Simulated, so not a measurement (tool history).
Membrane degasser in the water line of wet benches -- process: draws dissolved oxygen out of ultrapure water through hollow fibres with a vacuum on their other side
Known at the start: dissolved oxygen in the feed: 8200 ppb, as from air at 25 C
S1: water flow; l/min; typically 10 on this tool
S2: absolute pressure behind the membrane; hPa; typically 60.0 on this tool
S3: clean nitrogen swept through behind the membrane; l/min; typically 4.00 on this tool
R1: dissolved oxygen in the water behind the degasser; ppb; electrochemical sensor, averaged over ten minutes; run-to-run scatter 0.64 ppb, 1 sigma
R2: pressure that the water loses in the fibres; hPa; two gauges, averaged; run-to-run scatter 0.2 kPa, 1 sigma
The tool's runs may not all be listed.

run 1 day=0.000 | S1=10 S2=60.0 S3=4.00 | R1=55.8 R2=671.6
run 2 day=6.746 | S1=13 S2=60.0 S3=4.00 | R1=86.3 R2=876.6
run 3 day=11.825 | S1=13 S2=60.0 S3=4.00 | R1=85.6 R2=873.7
run 4 day=17.100 | S1=13 S2=60.0 S3=4.00 | R1=84.0 R2=872.2
run 5 day=24.900 | S1=13 S2=60.0 S3=4.00 | R1=83.9 R2=874.7
run 6 day=33.692 | S1=10 S2=60.0 S3=4.00 | R1=56.4 R2=676.0
run 7 day=40.488 | S1=10 S2=60.0 S3=3.13 | R1=61.0 R2=674.6
run 8 day=48.800 | S1=10 S2=60.0 S3=2.87 | R1=63.0 R2=676.0
run 9 day=57.288 | S1=10 S2=60.0 S3=4.00 | R1=56.1 R2=673.4
run 10 day=63.579 | S1=10 S2=60.0 S3=4.00 | R1=56.3 R2=670.0
run 11 day=69.683 | S1=10 S2=79.0 S3=4.00 | R1=68.8 R2=671.3
run 12 day=78.196 | S1=10 S2=79.0 S3=4.35 | R1=65.4 R2=670.8
run 13 day=86.442 | S1=10 S2=79.0 S3=4.35 | R1=66.1 R2=676.4
run 14 day=95.054 | S1=10 S2=60.0 S3=8.84 | R1=47.7 R2=674.4
run 15 day=101.679 | S1=14 S2=45.9 S3=8.84 | R1=74.5 R2=941.2
run 16 day=107.567 | S1=9 S2=45.9 S3=6.05 | R1=37.6 R2=607.4
run 17 day=116.567 | S1=10 S2=56.7 S3=4.00 | R1=54.6 R2=673.1
run 18 day=125.775 | S1=10 S2=56.7 S3=4.00 | R1=54.3 R2=671.7
run 19 day=132.346 | S1=7 S2=56.7 S3=5.16 | R1=29.2 R2=471.3
run 20 day=138.208 | S1=7 S2=56.7 S3=5.16 | R1=29.0 R2=471.4
run 21 day=142.788 | S1=7 S2=56.7 S3=5.16 | R1=29.0 R2=471.0
run 22 day=148.108 | S1=8 S2=64.7 S3=5.15 | R1=38.1 R2=537.2
run 23 day=156.817 | S1=7 S2=90.9 S3=1.91 | R1=73.2 R2=471.2
run 24 day=162.150 | S1=7 S2=97.5 S3=1.91 | R1=77.4 R2=470.4
run 25 day=166.179 | S1=7 S2=97.5 S3=1.91 | R1=79.4 R2=470.9

Missing from the log above: 1 entry noted between runs. For each, name the pair of listed runs it sits between and say how the tool's hidden condition differs from the listed run just before to the listed run just after:
From run 3 to run 4: seals of the vacuum lines changed (day 13.862)
  air that leaks in behind the membrane, l/min: 0.0021 -> 0.002
